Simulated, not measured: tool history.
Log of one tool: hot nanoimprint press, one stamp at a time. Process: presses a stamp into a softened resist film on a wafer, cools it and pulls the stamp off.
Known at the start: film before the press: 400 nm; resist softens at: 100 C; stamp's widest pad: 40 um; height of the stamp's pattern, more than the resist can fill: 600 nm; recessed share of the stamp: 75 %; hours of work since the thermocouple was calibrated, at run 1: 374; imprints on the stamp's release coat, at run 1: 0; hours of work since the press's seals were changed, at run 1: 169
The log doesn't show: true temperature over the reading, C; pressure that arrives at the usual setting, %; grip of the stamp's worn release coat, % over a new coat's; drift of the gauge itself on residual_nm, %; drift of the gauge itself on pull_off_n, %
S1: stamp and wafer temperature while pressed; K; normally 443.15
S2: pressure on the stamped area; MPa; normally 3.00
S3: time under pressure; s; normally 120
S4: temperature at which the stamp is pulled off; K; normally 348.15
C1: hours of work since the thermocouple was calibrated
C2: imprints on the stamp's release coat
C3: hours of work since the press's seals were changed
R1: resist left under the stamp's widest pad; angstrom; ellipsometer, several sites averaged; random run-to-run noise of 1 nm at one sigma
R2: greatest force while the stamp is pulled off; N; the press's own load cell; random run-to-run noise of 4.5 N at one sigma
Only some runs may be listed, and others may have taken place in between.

run,hour,S1,S2,S3,S4,C1,C2,C3,R1,R2
1,0.0,443.15,3.00,120,348.15,374,0,169,1365,216
2,15.2,435.15,3.00,120,348.15,386,77,181,2012,220
3,30.3,435.15,3.00,120,348.15,398,154,193,1983,233
4,52.7,443.15,3.00,120,348.15,416,269,211,1377,213
5,72.2,443.15,3.00,120,348.15,431,368,226,1352,223
6,91.8,443.15,3.00,120,348.15,447,468,242,1326,227
7,115.9,443.15,3.00,120,348.15,466,591,261,1347,233
8,129.9,443.15,3.00,120,348.15,477,663,272,1328,233
9,147.6,443.15,3.00,120,348.15,491,753,286,1341,237
# hour 154.5: plate thermocouple calibrated
10,166.7,443.15,3.00,120,348.15,10,836,299,1470,239
11,188.2,433.15,3.00,197,343.15,27,945,316,1990,245
12,214.4,433.15,3.00,197,343.15,48,1079,337,1985,252
13,225.6,433.15,3.00,197,343.15,56,1136,346,1970,261
14,251.2,433.15,3.00,197,343.15,77,1267,366,1948,258
# hour 275.1: stamp cleaned and given a new release coat
15,278.8,443.15,3.00,72,348.15,94,19,383,1763,223
16,302.9,443.15,3.00,120,349.15,113,142,402,1439,225
17,328.6,443.15,4.36,89,348.15,133,274,423,1332,224
18,355.1,443.15,4.36,89,348.15,154,409,444,1342,219

Hidden state or all else? Some run-to-run changes of R1, split into what the settings, what came in and random variation would give without the hidden state, and what is left for the hidden state (with any gauge scatter that isn't in both results):
Run 1 -> 2: S1 443.15 -> 435.15. R1 +647 angstrom: hidden state -51, all else +698.
Run 9 -> 10: plate thermocouple calibrated. R1 +129 angstrom: hidden state +134, all else -5.
